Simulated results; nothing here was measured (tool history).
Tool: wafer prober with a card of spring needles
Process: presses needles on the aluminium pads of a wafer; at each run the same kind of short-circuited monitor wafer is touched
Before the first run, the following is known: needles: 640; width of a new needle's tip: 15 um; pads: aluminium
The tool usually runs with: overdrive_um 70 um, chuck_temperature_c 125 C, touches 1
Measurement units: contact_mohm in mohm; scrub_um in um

run,hour,overdrive_um,chuck_temperature_c,touches,contact_mohm,scrub_um
1,0,70,125,1,275,18.87
# hour 8.7: tips cleaned on abrasive film
2,10,70,125,1,273,18.86
# hour 17.7: tips cleaned on abrasive film
3,18,51,125,1,282,13.75
4,25.9,51,125,1,280,13.75
# hour 26.5: tips cleaned on abrasive film
# hour 30.1: height of the first contact set anew
5,32.1,51,125,1,283,13.75
# hour 36: tips cleaned on abrasive film
6,39.6,51,125,1,282,13.75
# hour 44.6: tips cleaned on abrasive film
7,48.5,51,125,1,279,13.74
# hour 53.5: tips cleaned on abrasive film
8,56.9,51,125,1,280,13.74
# hour 62.7: tips cleaned on abrasive film
9,66.2,51,67,1,264,13.75
# hour 71.5: tips cleaned on abrasive film
10,75.3,70,125,1,269,18.86
# hour 80.2: tips cleaned on abrasive film
11,83.3,70,125,1,278,18.87
# hour 89.1: tips cleaned on abrasive film
12,92.9,70,125,1,273,18.86
# hour 97.9: tips cleaned on abrasive film
13,101.8,70,125,1,275,18.85
# hour 107.2: tips cleaned on abrasive film
14,108.2,70,125,1,277,18.85
# hour 116: tips cleaned on abrasive film
15,117.7,70,125,1,272,18.86
16,123.4,70,125,2,270,18.86
# hour 124.8: tips cleaned on abrasive film
17,128.5,70,31,2,247,18.85
# hour 134: tips cleaned on abrasive film
18,136.8,61,125,2,279,16.44
# hour 142.7: tips cleaned on abrasive film
19,142.8,61,45,1,254,16.44
20,147.3,70,75,1,257,18.86
# hour 151.9: tips cleaned on abrasive film
21,153.9,87,125,1,269,23.45
# hour 160.9: tips cleaned on abrasive film
22,161.1,79,78,1,258,21.29
23,168.9,79,117,2,269,21.29
# hour 169.8: tips cleaned on abrasive film
24,175.4,79,117,2,264,21.3
# hour 179: tips cleaned on abrasive film
# hour 179.3: height of the first contact set anew
25,181,65,30,2,250,17.55
# hour 188.5: tips cleaned on abrasive film
26,190.7,85,125,1,271,22.94
# hour 197.3: tips cleaned on abrasive film
27,201,77,94,2,261,20.78
# hour 206.7: tips cleaned on abrasive film
28,210,77,94,2,264,20.77
# hour 215.5: tips cleaned on abrasive film
29,218.7,88,94,1,262,23.72
# hour 224.2: tips cleaned on abrasive film
30,228.5,54,125,1,279,14.57
# hour 232.8: tips cleaned on abrasive film
31,235.9,58,100,1,270,15.63

Run 32, settings as shown, results not yet in. Your forecast:
# hour 241.5: tips cleaned on abrasive film
32,245.9,71,34,2,?,?

contact_mohm: 246 mohm
scrub_um: 19.12 um
Minus the tool's unlogged condition, the same run would have read contact_mohm 246 mohm, scrub_um 19.13 um.
